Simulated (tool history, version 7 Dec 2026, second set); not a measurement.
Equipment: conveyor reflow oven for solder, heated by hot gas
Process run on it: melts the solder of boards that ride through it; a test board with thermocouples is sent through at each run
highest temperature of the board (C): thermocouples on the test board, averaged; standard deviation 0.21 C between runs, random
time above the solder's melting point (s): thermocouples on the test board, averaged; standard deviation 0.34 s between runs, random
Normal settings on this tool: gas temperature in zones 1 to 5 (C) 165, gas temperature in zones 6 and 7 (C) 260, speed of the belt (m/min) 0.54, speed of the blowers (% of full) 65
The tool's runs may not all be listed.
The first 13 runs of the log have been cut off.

run	hour	gas temperature in zones 1 to 5 (C)	gas temperature in zones 6 and 7 (C)	speed of the belt (m/min)	speed of the blowers (% of full)	hours of work since the flux was cleaned out	hours of work since the belt drive was overhauled	hours of work since the thermocouples were changed	highest temperature of the board (C)	time above the solder's melting point (s)
# hour 183.7: flux residue cleaned out of gas plates and filters
14	197.1	165	274	0.54	65	6	418	418	247.2	48.2
15	210.2	165	260	0.54	60	11	423	423	234.5	34.7
16	222.5	165	260	0.526	60	16	428	428	235.2	37.1
# hour 233.9: flux residue cleaned out of gas plates and filters, once more
17	237.8	165	260	0.526	60	2	433	433	238.2	42.1
18	254.7	165	260	0.526	60	9	440	440	238.1	41.4
19	268.7	151	259	0.518	75	15	446	446	239.5	41.1
20	280.4	160	259	0.533	72	20	451	451	239.4	42
21	294.5	160	259	0.533	72	26	457	457	239.4	41.5
22	306.2	160	259	0.533	72	31	462	462	239.3	41.5
23	325.5	150	260	0.621	65	39	470	470	228.4	19.4
24	336.7	150	260	0.621	65	43	475	475	228.6	19.4

Predict the results of run 25:
25	353.2	173	252	0.635	52	50	482	482	?	?

highest temperature of the board (C): 222.9
time above the solder's melting point (s): 12.1
If the tool had no hidden condition, the same run with the same run-to-run variation would have returned highest temperature of the board (C) 221.9, time above the solder's melting point (s) 10.

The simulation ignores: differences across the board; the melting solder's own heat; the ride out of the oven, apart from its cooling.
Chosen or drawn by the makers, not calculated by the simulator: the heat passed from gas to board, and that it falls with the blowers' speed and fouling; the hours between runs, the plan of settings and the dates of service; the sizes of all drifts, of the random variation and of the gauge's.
